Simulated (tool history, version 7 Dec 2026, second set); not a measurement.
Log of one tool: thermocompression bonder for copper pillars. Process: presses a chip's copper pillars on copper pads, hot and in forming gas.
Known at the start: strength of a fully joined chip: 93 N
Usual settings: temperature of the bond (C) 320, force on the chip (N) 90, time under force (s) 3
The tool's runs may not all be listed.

run	day	temperature of the bond (C)	force on the chip (N)	time under force (s)	force that shears a chip off (N)
1	0.000	320	90	3	68.0
2	3.008	320	90	3	65.8
# day 5.908: forming gas filter changed
3	6.679	320	90	3	64.5
4	8.867	320	90	3	66.0
5	10.950	349	90	3	79.6
6	13.550	320	90	3	67.2
# day 16.754: heater calibrated with a thermocouple chip
7	16.867	320	90	3	67.1
8	19.921	320	90	8	81.2
9	22.717	320	81	3	60.9
# day 23.396: forming gas filter changed
10	25.008	320	81	3	61.4
11	27.108	320	81	3	62.5
12	29.217	320	81	3	62.2
13	33.333	320	90	3	66.9
14	35.338	320	103	3	72.7
15	39.442	330	103	3	78.1
# day 40.571: forming gas filter changed
16	41.692	330	103	3	75.9
17	45.425	293	68	3	39.4
18	47.683	307	86	3	57.0
19	51.592	307	86	3	56.4
# day 52.200: force cell calibrated
20	53.517	307	86	3	56.8
21	56.600	347	90	7	86.9
# day 57.779: forming gas filter changed
22	58.467	319	90	3	65.4
23	62.533	319	64	6	60.3
24	64.950	326	122	4	84.0
25	67.821	340	62	3	59.0

3 ways to go on from here, each from the tool as it stands after run 25. What would each give?
A	69.596	300	62	6	?
B	69.596	320	133	3	?
C	69.596	326	66	3	?

run	force that shears a chip off (N)
A	49.3
B	82.3
C	54.1
Without the tool's hidden state the same runs would have given:
run	force that shears a chip off (N)
A	49.5
B	82.5
C	54.3

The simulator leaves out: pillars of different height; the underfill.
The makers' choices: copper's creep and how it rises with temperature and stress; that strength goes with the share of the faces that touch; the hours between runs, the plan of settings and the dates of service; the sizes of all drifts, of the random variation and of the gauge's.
